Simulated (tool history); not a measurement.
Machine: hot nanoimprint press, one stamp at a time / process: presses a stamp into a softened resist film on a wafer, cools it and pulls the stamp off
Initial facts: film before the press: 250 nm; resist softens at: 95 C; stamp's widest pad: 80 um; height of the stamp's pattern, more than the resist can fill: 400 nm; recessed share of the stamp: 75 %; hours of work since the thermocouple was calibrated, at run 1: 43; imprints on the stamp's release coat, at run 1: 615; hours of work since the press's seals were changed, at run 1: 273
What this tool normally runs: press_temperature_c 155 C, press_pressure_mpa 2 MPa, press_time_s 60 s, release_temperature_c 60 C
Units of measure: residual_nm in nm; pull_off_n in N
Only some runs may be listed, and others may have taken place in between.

| run | hour | press_temperature_c | press_pressure_mpa | press_time_s | release_temperature_c | hours of work since the thermocouple was calibrated | imprints on the stamp's release coat | hours of work since the press's seals were changed | residual_nm | pull_off_n |
|---|---|---|---|---|---|---|---|---|---|---|
| 1 | 0 | 155 | 2 | 60 | 60 | 43 | 615 | 273 | 97.1 | 247 |
| 2 | 31.9 | 155 | 2 | 60 | 60 | 56 | 700 | 287 | 97.7 | 248 |
|  | 48 | stamp cleaned and given a new release coat |
| 3 | 85.5 | 155 | 2 | 60 | 60 | 77 | 100 | 307 | 97.4 | 230 |
| 4 | 115.9 | 155 | 2 | 60 | 59 | 90 | 181 | 320 | 97.8 | 234 |
| 5 | 156 | 155 | 2 | 60 | 58 | 107 | 288 | 337 | 97.4 | 244 |
| 6 | 182.7 | 155 | 2 | 60 | 58 | 118 | 359 | 348 | 96.4 | 243 |
| 7 | 209.3 | 155 | 2 | 60 | 60 | 130 | 429 | 360 | 96.8 | 237 |

For run 8, what comes out?
| 8 | 240.4 | 155 | 2 | 60 | 60 | 143 | 513 | 373 | ? | ? |

Run 8 yielded residual_nm 96.1 nm, pull_off_n 238 N.
With no hidden state in the tool, this same run would have given residual_nm 98.4 nm, pull_off_n 226 N.

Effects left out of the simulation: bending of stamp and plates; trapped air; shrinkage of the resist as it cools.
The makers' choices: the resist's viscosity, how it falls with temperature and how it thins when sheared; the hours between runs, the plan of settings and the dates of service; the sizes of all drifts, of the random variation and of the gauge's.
